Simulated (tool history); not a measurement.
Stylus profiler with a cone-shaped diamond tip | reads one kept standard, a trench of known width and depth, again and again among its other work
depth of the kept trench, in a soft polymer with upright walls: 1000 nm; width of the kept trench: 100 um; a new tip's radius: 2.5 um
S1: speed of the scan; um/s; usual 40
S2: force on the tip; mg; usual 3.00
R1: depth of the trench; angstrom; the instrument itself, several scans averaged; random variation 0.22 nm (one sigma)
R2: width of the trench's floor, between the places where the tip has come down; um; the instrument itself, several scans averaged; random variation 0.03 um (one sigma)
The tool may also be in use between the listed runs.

run     day   S1    S2       R1     R2
  1   0.000   40  3.00  10089.1  94.56
  2   3.183   40  3.00  10092.1  94.47
  3   7.100   40  3.00  10095.2  94.26
  4  11.071   40  3.00  10096.2  94.02
  5  14.433   40  3.00  10102.2  93.80
  6  17.071  140  1.04  10066.5  93.39
  7  20.671  140  1.04  10066.5  93.21
  8  23.046  140  1.04  10068.8  93.09
  9  26.038  140  1.04  10066.8  92.97

The next listed run, before its measurement:
 10  27.800  31  2.86   ?   ?

Run 10 gave R1 10105.0 angstrom, R2 93.23 um.
Without the tool's hidden state the same run would have given R1 10070.6 angstrom, R2 95.93 um.

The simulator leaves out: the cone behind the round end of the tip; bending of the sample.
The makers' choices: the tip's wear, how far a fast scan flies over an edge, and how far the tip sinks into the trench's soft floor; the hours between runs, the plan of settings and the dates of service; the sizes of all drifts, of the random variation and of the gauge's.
